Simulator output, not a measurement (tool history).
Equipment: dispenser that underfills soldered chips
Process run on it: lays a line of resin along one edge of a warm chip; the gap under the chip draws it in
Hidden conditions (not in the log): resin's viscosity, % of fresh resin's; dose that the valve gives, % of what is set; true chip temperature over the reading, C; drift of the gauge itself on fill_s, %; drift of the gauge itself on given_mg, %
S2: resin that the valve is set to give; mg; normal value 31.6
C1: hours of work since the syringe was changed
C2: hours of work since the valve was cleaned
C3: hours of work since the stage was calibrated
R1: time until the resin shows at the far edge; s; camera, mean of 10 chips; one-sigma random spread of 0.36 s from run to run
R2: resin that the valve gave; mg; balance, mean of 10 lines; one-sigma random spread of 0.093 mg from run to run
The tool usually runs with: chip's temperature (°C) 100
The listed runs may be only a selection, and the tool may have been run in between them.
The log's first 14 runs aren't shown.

-- hour=160 new syringe of resin
run 15 hour=165.3 | chip's_temperature_(°C)=108 S2=31.6 | C1=4 C2=23 C3=571 | R1=19.3 R2=31.27
-- hour=172.2 new syringe of resin
run 16 hour=177.5 | chip's_temperature_(°C)=111 S2=31.6 | C1=4 C2=31 C3=580 | R1=17.5 R2=31.29
-- hour=185 new syringe of resin
run 17 hour=191.1 | chip's_temperature_(°C)=111 S2=31.6 | C1=5 C2=41 C3=589 | R1=18.3 R2=30.93
-- hour=197.4 new syringe of resin
run 18 hour=202.7 | chip's_temperature_(°C)=95 S2=31.6 | C1=4 C2=50 C3=598 | R1=26.3 R2=30.96
-- hour=210.2 new syringe of resin
run 19 hour=210.7 | chip's_temperature_(°C)=86 S2=37.9 | C1=0 C2=55 C3=603 | R1=26.4 R2=37.09
-- hour=222.3 new syringe of resin
-- hour=225.2 dispensing valve cleaned and set on the balance
run 20 hour=225.2 | chip's_temperature_(°C)=112 S2=31 | C1=1 C2=0 C3=613 | R1=14.4 R2=31.05
-- hour=235.4 new syringe of resin
run 21 hour=235.9 | chip's_temperature_(°C)=104 S2=27.2 | C1=0 C2=8 C3=621 | R1=18 R2=27.17
run 22 hour=243 | chip's_temperature_(°C)=104 S2=27.2 | C1=6 C2=13 C3=626 | R1=23.5 R2=27.26
-- hour=247.8 new syringe of resin
run 23 hour=257.5 | chip's_temperature_(°C)=104 S2=28.7 | C1=7 C2=23 C3=637 | R1=26.7 R2=28.46
-- hour=260.1 new syringe of resin
-- hour=272.1 new syringe of resin
run 24 hour=273.7 | chip's_temperature_(°C)=110 S2=34.3 | C1=1 C2=35 C3=648 | R1=14.8 R2=33.93
-- hour=284.9 new syringe of resin
run 25 hour=286.5 | chip's_temperature_(°C)=110 S2=39.3 | C1=1 C2=44 C3=657 | R1=15.2 R2=38.97
run 26 hour=295.9 | chip's_temperature_(°C)=110 S2=39.3 | C1=8 C2=51 C3=664 | R1=23.7 R2=38.75
-- hour=297.2 new syringe of resin
run 27 hour=305.9 | chip's_temperature_(°C)=103 S2=33.1 | C1=6 C2=58 C3=671 | R1=24.6 R2=32.44
-- hour=309.4 new syringe of resin
-- hour=316.6 dispensing valve cleaned and set on the balance
run 28 hour=318.1 | chip's_temperature_(°C)=100 S2=31.6 | C1=6 C2=1 C3=679 | R1=25.6 R2=31.47
-- hour=322.9 new syringe of resin
run 29 hour=325.8 | chip's_temperature_(°C)=111 S2=31.6 | C1=2 C2=7 C3=685 | R1=15.9 R2=31.54
run 30 hour=332.5 | chip's_temperature_(°C)=111 S2=31.6 | C1=7 C2=11 C3=690 | R1=21.2 R2=31.65
-- hour=335.5 new syringe of resin
run 31 hour=344.4 | chip's_temperature_(°C)=111 S2=31.6 | C1=7 C2=20 C3=698 | R1=21 R2=31.47
-- hour=348 new syringe of resin
run 32 hour=354.7 | chip's_temperature_(°C)=111 S2=31.6 | C1=5 C2=27 C3=706 | R1=19 R2=31.32
-- hour=360.9 new syringe of resin
run 33 hour=368.1 | chip's_temperature_(°C)=98 S2=38.4 | C1=5 C2=37 C3=715 | R1=26.2 R2=38.01
-- hour=373.5 new syringe of resin
run 34 hour=375.5 | chip's_temperature_(°C)=112 S2=29.3 | C1=1 C2=42 C3=720 | R1=14.6 R2=28.87
-- hour=386.5 new syringe of resin
run 35 hour=391 | chip's_temperature_(°C)=91 S2=37.3 | C1=3 C2=53 C3=732 | R1=27.6 R2=36.52

Below are 3 alternative next runs, each starting from the tool's condition after run 35. Predict each:
-- hour=399.5 new syringe of resin
run A hour=403.9 | chip's_temperature_(°C)=90 S2=31.6 | C1=3 C2=63 C3=741 | R1=? R2=?
-- hour=399.5 new syringe of resin
run B hour=403.9 | chip's_temperature_(°C)=91 S2=33.4 | C1=3 C2=63 C3=741 | R1=? R2=?
-- hour=399.5 new syringe of resin
run C hour=403.9 | chip's_temperature_(°C)=97 S2=31.6 | C1=3 C2=63 C3=741 | R1=? R2=?

run=A R1=29.3 R2=30.89
run=B R1=27.9 R2=32.53
run=C R1=23.7 R2=30.65
Had the tool no hidden state, the same runs would have come out as:
run=A R1=25.3 R2=31.67
run=B R1=24.1 R2=33.35
run=C R1=20.3 R2=31.42

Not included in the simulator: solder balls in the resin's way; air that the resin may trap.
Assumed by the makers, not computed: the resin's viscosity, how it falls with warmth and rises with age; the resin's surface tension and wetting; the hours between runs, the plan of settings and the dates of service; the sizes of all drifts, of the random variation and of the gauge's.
